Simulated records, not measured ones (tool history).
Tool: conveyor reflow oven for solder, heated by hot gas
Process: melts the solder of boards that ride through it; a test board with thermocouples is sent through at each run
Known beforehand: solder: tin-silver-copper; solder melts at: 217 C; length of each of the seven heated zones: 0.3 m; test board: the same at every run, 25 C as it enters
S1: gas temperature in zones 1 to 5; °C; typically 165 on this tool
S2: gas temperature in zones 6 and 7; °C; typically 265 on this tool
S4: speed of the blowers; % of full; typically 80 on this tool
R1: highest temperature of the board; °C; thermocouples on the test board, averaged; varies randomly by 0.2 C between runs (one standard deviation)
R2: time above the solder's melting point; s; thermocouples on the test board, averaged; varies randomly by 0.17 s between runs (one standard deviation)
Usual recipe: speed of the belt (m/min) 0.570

{"run": 1, "hour": 0.0, "S1": 165, "S2": 265, "speed of the belt (m/min)": 0.57, "S4": 80, "R1": 254.1, "R2": 47.5}
{"run": 2, "hour": 9.5, "S1": 165, "S2": 268, "speed of the belt (m/min)": 0.57, "S4": 80, "R1": 257.1, "R2": 48.6}
{"run": 3, "hour": 20.3, "S1": 165, "S2": 268, "speed of the belt (m/min)": 0.5, "S4": 80, "R1": 260.7, "R2": 58.2}
{"run": 4, "hour": 31.9, "S1": 165, "S2": 268, "speed of the belt (m/min)": 0.5, "S4": 80, "R1": 260.4, "R2": 58.1}
{"run": 5, "hour": 43.3, "S1": 165, "S2": 268, "speed of the belt (m/min)": 0.5, "S4": 80, "R1": 260.3, "R2": 57.9}
{"run": 6, "hour": 56.3, "S1": 165, "S2": 265, "speed of the belt (m/min)": 0.57, "S4": 80, "R1": 254.5, "R2": 47.1}
{"run": 7, "hour": 62.3, "S1": 165, "S2": 265, "speed of the belt (m/min)": 0.57, "S4": 80, "R1": 254.3, "R2": 47.0}
{"run": 8, "hour": 68.1, "S1": 165, "S2": 265, "speed of the belt (m/min)": 0.603, "S4": 80, "R1": 252.3, "R2": 43.1}
{"run": 9, "hour": 75.9, "S1": 165, "S2": 265, "speed of the belt (m/min)": 0.603, "S4": 80, "R1": 252.2, "R2": 43.0}
{"run": 10, "hour": 82.6, "S1": 165, "S2": 265, "speed of the belt (m/min)": 0.603, "S4": 80, "R1": 252.3, "R2": 43.3}
{"run": 11, "hour": 92.0, "S1": 165, "S2": 265, "speed of the belt (m/min)": 0.57, "S4": 69, "R1": 251.8, "R2": 45.4}
{"run": 12, "hour": 102.5, "S1": 165, "S2": 265, "speed of the belt (m/min)": 0.57, "S4": 69, "R1": 251.8, "R2": 44.8}
{"run": 13, "hour": 109.6, "S1": 165, "S2": 265, "speed of the belt (m/min)": 0.57, "S4": 80, "R1": 253.6, "R2": 46.8}
{"run": 14, "hour": 115.9, "S1": 165, "S2": 265, "speed of the belt (m/min)": 0.57, "S4": 80, "R1": 254.0, "R2": 46.8}
{"run": 15, "hour": 125.1, "S1": 165, "S2": 265, "speed of the belt (m/min)": 0.57, "S4": 80, "R1": 253.9, "R2": 46.9}
{"run": 16, "hour": 134.8, "S1": 165, "S2": 270, "speed of the belt (m/min)": 0.675, "S4": 67, "R1": 249.2, "R2": 35.5}
{"run": 17, "hour": 140.6, "S1": 165, "S2": 259, "speed of the belt (m/min)": 0.599, "S4": 67, "R1": 243.9, "R2": 37.5}
{"run": 18, "hour": 147.1, "S1": 165, "S2": 259, "speed of the belt (m/min)": 0.609, "S4": 56, "R1": 240.5, "R2": 33.2}
{"hour": 151.8, "done": "belt drive overhauled, speed set with a stopwatch"}
{"run": 19, "hour": 160.1, "S1": 167, "S2": 259, "speed of the belt (m/min)": 0.609, "S4": 69, "R1": 245.0, "R2": 38.1}
{"run": 20, "hour": 169.4, "S1": 170, "S2": 265, "speed of the belt (m/min)": 0.647, "S4": 80, "R1": 250.8, "R2": 40.3}
{"run": 21, "hour": 177.1, "S1": 165, "S2": 265, "speed of the belt (m/min)": 0.57, "S4": 78, "R1": 253.5, "R2": 47.1}
{"run": 22, "hour": 183.9, "S1": 165, "S2": 258, "speed of the belt (m/min)": 0.57, "S4": 63, "R1": 244.2, "R2": 40.1}
{"run": 23, "hour": 193.7, "S1": 175, "S2": 255, "speed of the belt (m/min)": 0.592, "S4": 52, "R1": 239.5, "R2": 36.5}
{"run": 24, "hour": 201.8, "S1": 176, "S2": 264, "speed of the belt (m/min)": 0.592, "S4": 52, "R1": 247.5, "R2": 42.6}
{"run": 25, "hour": 208.1, "S1": 167, "S2": 278, "speed of the belt (m/min)": 0.629, "S4": 83, "R1": 263.0, "R2": 46.6}
{"run": 26, "hour": 218.8, "S1": 167, "S2": 278, "speed of the belt (m/min)": 0.629, "S4": 85, "R1": 263.2, "R2": 47.2}
{"hour": 230.6, "done": "belt drive overhauled, speed set with a stopwatch, once more"}
{"run": 27, "hour": 232.9, "S1": 167, "S2": 278, "speed of the belt (m/min)": 0.629, "S4": 85, "R1": 263.0, "R2": 45.9}
{"run": 28, "hour": 239.1, "S1": 167, "S2": 278, "speed of the belt (m/min)": 0.629, "S4": 85, "R1": 262.8, "R2": 46.2}
{"run": 29, "hour": 252.1, "S1": 168, "S2": 255, "speed of the belt (m/min)": 0.629, "S4": 85, "R1": 242.7, "R2": 35.4}
{"run": 30, "hour": 258.3, "S1": 172, "S2": 277, "speed of the belt (m/min)": 0.492, "S4": 68, "R1": 267.4, "R2": 63.6}

3 ways to go on from here, each from the tool as it stands after run 30. What would each give?
{"hour": 265.4, "done": "flux residue cleaned out of gas plates and filters"}
{"run": "A", "hour": 276.4, "S1": 154, "S2": 265, "speed of the belt (m/min)": 0.57, "S4": 78, "R1": "?", "R2": "?"}
{"hour": 265.4, "done": "flux residue cleaned out of gas plates and filters"}
{"run": "B", "hour": 276.4, "S1": 179, "S2": 257, "speed of the belt (m/min)": 0.466, "S4": 68, "R1": "?", "R2": "?"}
{"hour": 265.4, "done": "flux residue cleaned out of gas plates and filters"}
{"run": "C", "hour": 276.4, "S1": 165, "S2": 266, "speed of the belt (m/min)": 0.548, "S4": 80, "R1": "?", "R2": "?"}

run=A R1=253.5 R2=43.6
run=B R1=252.1 R2=62.4
run=C R1=257.0 R2=50.4
What these runs would have given with no unlogged condition in the tool:
run=A R1=251.1 R2=42.2
run=B R1=249.5 R2=60.7
run=C R1=254.5 R2=49.1
